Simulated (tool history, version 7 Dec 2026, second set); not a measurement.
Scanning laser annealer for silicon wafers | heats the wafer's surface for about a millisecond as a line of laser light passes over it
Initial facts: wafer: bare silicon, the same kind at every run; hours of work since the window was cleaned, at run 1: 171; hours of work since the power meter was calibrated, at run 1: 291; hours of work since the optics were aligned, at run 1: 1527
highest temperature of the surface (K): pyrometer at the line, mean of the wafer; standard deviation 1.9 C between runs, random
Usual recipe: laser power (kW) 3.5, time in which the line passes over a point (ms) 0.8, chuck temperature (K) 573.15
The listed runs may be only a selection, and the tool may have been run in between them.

run	hour	laser power (kW)	time in which the line passes over a point (ms)	chuck temperature (K)	hours of work since the window was cleaned	hours of work since the power meter was calibrated	hours of work since the optics were aligned	highest temperature of the surface (K)
1	0	3.5	0.8	573.15	171	291	1527	1380.15
2	14.2	3.5	0.8	573.15	180	299	1536	1376.15
3	28.4	3.607	0.8	573.15	188	308	1544	1408.15
4	45	3.607	0.8	573.15	198	318	1554	1406.15
5	53.9	3.607	0.8	573.15	203	323	1559	1407.15
6	69.7	3.5	0.8	573.15	213	332	1569	1374.15
7	86.8	3.5	0.8	573.15	223	343	1579	1371.15
8	97.4	3.5	0.8	573.15	229	349	1585	1373.15
9	111.5	3.299	0.69	573.15	238	357	1594	1262.15
10	121.1	3.5	0.8	568.15	244	363	1600	1364.15
11	131.2	3.5	0.8	568.15	250	369	1606	1364.15
12	144.2	3.5	0.723	573.15	257	377	1613	1327.15

Alternative continuations, all from the tool just after run 12; predict every row:
A	163.6	3.5	0.855	593.15	269	389	1625	?
B	163.6	3.364	0.8	573.15	269	389	1625	?
C	163.6	3.374	0.8	573.15	269	389	1625	?
D	163.6	3.7	0.751	537.15	269	389	1625	?
E	163.6	3.286	0.655	613.15	269	389	1625	?

run	highest temperature of the surface (K)
A	1413.15
B	1330.15
C	1333.15
D	1358.15
E	1277.15
Take away the tool's hidden state, keep each run's random variation, and the runs would have read:
run	highest temperature of the surface (K)
A	1458.15
B	1372.15
C	1375.15
D	1404.15
E	1313.15
